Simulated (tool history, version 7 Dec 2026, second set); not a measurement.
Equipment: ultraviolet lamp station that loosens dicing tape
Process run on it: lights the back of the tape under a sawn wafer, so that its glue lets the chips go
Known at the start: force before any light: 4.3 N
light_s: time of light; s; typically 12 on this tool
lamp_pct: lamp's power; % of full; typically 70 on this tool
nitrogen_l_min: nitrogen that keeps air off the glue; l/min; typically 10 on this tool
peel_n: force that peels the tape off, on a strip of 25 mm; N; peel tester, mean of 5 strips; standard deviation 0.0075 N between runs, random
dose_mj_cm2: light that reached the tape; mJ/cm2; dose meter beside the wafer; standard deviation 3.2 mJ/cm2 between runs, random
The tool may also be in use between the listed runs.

{"run": 1, "hour": 0.0, "light_s": 12, "lamp_pct": 70, "nitrogen_l_min": 10, "peel_n": 0.334, "dose_mj_cm2": 446}
{"run": 2, "hour": 63.2, "light_s": 7, "lamp_pct": 70, "nitrogen_l_min": 10, "peel_n": 0.852, "dose_mj_cm2": 251}
{"run": 3, "hour": 146.0, "light_s": 7, "lamp_pct": 70, "nitrogen_l_min": 10, "peel_n": 0.857, "dose_mj_cm2": 246}
{"run": 4, "hour": 189.4, "light_s": 7, "lamp_pct": 70, "nitrogen_l_min": 10, "peel_n": 0.893, "dose_mj_cm2": 245}
{"run": 5, "hour": 270.2, "light_s": 12, "lamp_pct": 70, "nitrogen_l_min": 10, "peel_n": 0.386, "dose_mj_cm2": 411}
{"run": 6, "hour": 316.5, "light_s": 12, "lamp_pct": 83, "nitrogen_l_min": 10, "peel_n": 0.292, "dose_mj_cm2": 479}
{"run": 7, "hour": 354.0, "light_s": 12, "lamp_pct": 83, "nitrogen_l_min": 10, "peel_n": 0.314, "dose_mj_cm2": 477}
{"run": 8, "hour": 395.8, "light_s": 12, "lamp_pct": 83, "nitrogen_l_min": 10, "peel_n": 0.316, "dose_mj_cm2": 471}
{"run": 9, "hour": 451.9, "light_s": 12, "lamp_pct": 83, "nitrogen_l_min": 10, "peel_n": 0.31, "dose_mj_cm2": 461}
{"run": 10, "hour": 486.4, "light_s": 12, "lamp_pct": 83, "nitrogen_l_min": 14, "peel_n": 0.284, "dose_mj_cm2": 463}
{"run": 11, "hour": 539.1, "light_s": 12, "lamp_pct": 70, "nitrogen_l_min": 14, "peel_n": 0.36, "dose_mj_cm2": 381}
{"hour": 592.4, "done": "lamp changed"}
{"run": 12, "hour": 610.0, "light_s": 12, "lamp_pct": 70, "nitrogen_l_min": 5, "peel_n": 0.462, "dose_mj_cm2": 472}
{"run": 13, "hour": 675.2, "light_s": 12, "lamp_pct": 70, "nitrogen_l_min": 10, "peel_n": 0.315, "dose_mj_cm2": 465}
{"run": 14, "hour": 747.0, "light_s": 12, "lamp_pct": 70, "nitrogen_l_min": 10, "peel_n": 0.322, "dose_mj_cm2": 463}
{"run": 15, "hour": 805.0, "light_s": 12, "lamp_pct": 98, "nitrogen_l_min": 10, "peel_n": 0.193, "dose_mj_cm2": 637}
{"run": 16, "hour": 872.6, "light_s": 12, "lamp_pct": 77, "nitrogen_l_min": 10, "peel_n": 0.29, "dose_mj_cm2": 483}
{"run": 17, "hour": 933.0, "light_s": 6, "lamp_pct": 77, "nitrogen_l_min": 10, "peel_n": 0.924, "dose_mj_cm2": 242}
{"hour": 953.6, "done": "window cleaned of glue's vapour"}
{"run": 18, "hour": 997.4, "light_s": 12, "lamp_pct": 85, "nitrogen_l_min": 10, "peel_n": 0.277, "dose_mj_cm2": 501}
{"run": 19, "hour": 1040.5, "light_s": 12, "lamp_pct": 85, "nitrogen_l_min": 10, "peel_n": 0.294, "dose_mj_cm2": 500}
{"hour": 1096.8, "done": "window cleaned of glue's vapour, once more"}
{"run": 20, "hour": 1102.5, "light_s": 14, "lamp_pct": 60, "nitrogen_l_min": 16, "peel_n": 0.262, "dose_mj_cm2": 457}
{"run": 21, "hour": 1177.5, "light_s": 8, "lamp_pct": 94, "nitrogen_l_min": 10, "peel_n": 0.408, "dose_mj_cm2": 404}
{"run": 22, "hour": 1217.4, "light_s": 6, "lamp_pct": 68, "nitrogen_l_min": 10, "peel_n": 1.046, "dose_mj_cm2": 217}
{"run": 23, "hour": 1297.0, "light_s": 13, "lamp_pct": 62, "nitrogen_l_min": 10, "peel_n": 0.384, "dose_mj_cm2": 418}
{"run": 24, "hour": 1334.9, "light_s": 16, "lamp_pct": 67, "nitrogen_l_min": 5, "peel_n": 0.348, "dose_mj_cm2": 547}
{"run": 25, "hour": 1405.2, "light_s": 12, "lamp_pct": 93, "nitrogen_l_min": 20, "peel_n": 0.19, "dose_mj_cm2": 565}
{"run": 26, "hour": 1451.0, "light_s": 9, "lamp_pct": 62, "nitrogen_l_min": 13, "peel_n": 0.646, "dose_mj_cm2": 275}
{"run": 27, "hour": 1509.5, "light_s": 9, "lamp_pct": 62, "nitrogen_l_min": 13, "peel_n": 0.665, "dose_mj_cm2": 279}
{"run": 28, "hour": 1572.8, "light_s": 13, "lamp_pct": 82, "nitrogen_l_min": 4, "peel_n": 0.441, "dose_mj_cm2": 513}
{"run": 29, "hour": 1637.3, "light_s": 19, "lamp_pct": 62, "nitrogen_l_min": 10, "peel_n": 0.244, "dose_mj_cm2": 555}
{"run": 30, "hour": 1699.5, "light_s": 19, "lamp_pct": 69, "nitrogen_l_min": 10, "peel_n": 0.213, "dose_mj_cm2": 607}
{"run": 31, "hour": 1740.4, "light_s": 12, "lamp_pct": 76, "nitrogen_l_min": 10, "peel_n": 0.37, "dose_mj_cm2": 418}
{"run": 32, "hour": 1776.1, "light_s": 13, "lamp_pct": 76, "nitrogen_l_min": 10, "peel_n": 0.338, "dose_mj_cm2": 452}
{"run": 33, "hour": 1855.0, "light_s": 12, "lamp_pct": 86, "nitrogen_l_min": 4, "peel_n": 0.549, "dose_mj_cm2": 456}
{"hour": 1895.6, "done": "lamp changed"}
{"run": 34, "hour": 1922.8, "light_s": 8, "lamp_pct": 92, "nitrogen_l_min": 4, "peel_n": 0.672, "dose_mj_cm2": 410}
{"run": 35, "hour": 1980.5, "light_s": 12, "lamp_pct": 69, "nitrogen_l_min": 9, "peel_n": 0.348, "dose_mj_cm2": 453}
{"run": 36, "hour": 2028.8, "light_s": 21, "lamp_pct": 77, "nitrogen_l_min": 9, "peel_n": 0.187, "dose_mj_cm2": 878}
{"run": 37, "hour": 2068.2, "light_s": 10, "lamp_pct": 98, "nitrogen_l_min": 10, "peel_n": 0.253, "dose_mj_cm2": 523}
{"hour": 2094.6, "done": "window cleaned of glue's vapour"}
{"run": 38, "hour": 2129.3, "light_s": 14, "lamp_pct": 69, "nitrogen_l_min": 5, "peel_n": 0.35, "dose_mj_cm2": 540}

Some steps in peel_n between neighbouring runs. How much of each would the tool show without its hidden state too (settings, what came in, random variation), and how much is left for the hidden state, with any gauge scatter that isn't in both results?
Unlogged tool condition in this case: lamp's light, % of a new lamp's; light that the window lets through, % of a clean one's; drift of the gauge itself on peel_n, %; drift of the gauge itself on dose_mj_cm2, %.
Run 16 -> 17: light_s 12 -> 6. peel_n +0.634 N: hidden state +0.122, all else +0.512.
Run 17 -> 18: light_s 6 -> 12, lamp_pct 77 -> 85, window cleaned of glue's vapour. peel_n -0.647 N: hidden state -0.105, all else -0.542.
Run 21 -> 22: light_s 8 -> 6, lamp_pct 94 -> 68. peel_n +0.638 N: hidden state +0.089, all else +0.549.
Run 22 -> 23: light_s 6 -> 13, lamp_pct 68 -> 62. peel_n -0.662 N: hidden state -0.079, all else -0.583.
Run 25 -> 26: light_s 12 -> 9, lamp_pct 93 -> 62, nitrogen_l_min 20 -> 13. peel_n +0.456 N: hidden state +0.149, all else +0.307.
Run 33 -> 34: light_s 12 -> 8, lamp_pct 86 -> 92, lamp changed. peel_n +0.123 N: hidden state -0.128, all else +0.251.
